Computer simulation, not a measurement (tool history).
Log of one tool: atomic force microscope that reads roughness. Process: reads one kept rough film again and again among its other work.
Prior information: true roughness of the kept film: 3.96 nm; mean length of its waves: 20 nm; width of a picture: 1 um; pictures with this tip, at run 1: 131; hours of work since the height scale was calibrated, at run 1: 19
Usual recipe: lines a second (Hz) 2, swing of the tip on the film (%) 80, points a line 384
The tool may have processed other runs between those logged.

run	day	lines a second (Hz)	swing of the tip on the film (%)	points a line	pictures with this tip	hours of work since the height scale was calibrated	roughness of the kept film (nm (root mean square))
1	0	2	80	384	131	19	1.84
2	0.346	2.37	80	384	140	24	1.765
3	0.671	2.37	80	418	149	29	1.729
4	0.854	2.37	80	418	154	32	1.721
5	1.204	1.53	80	418	164	37	1.817
# day 1.271: height scale calibrated on a step standard
6	1.604	2	64	384	174	5	1.907
7	1.846	2	64	384	180	9	1.896
8	2.029	0.76	76	384	185	11	1.908
9	2.379	1.53	80	392	195	17	1.727

The next listed run, before its measurement:
10	2.608	1.53	80	392	201	20	?

{"run 10": {"roughness of the kept film (nm (root mean square))": 1.706}}
With no hidden state in the tool, this same run would have given roughness of the kept film (nm (root mean square)) 2.605.
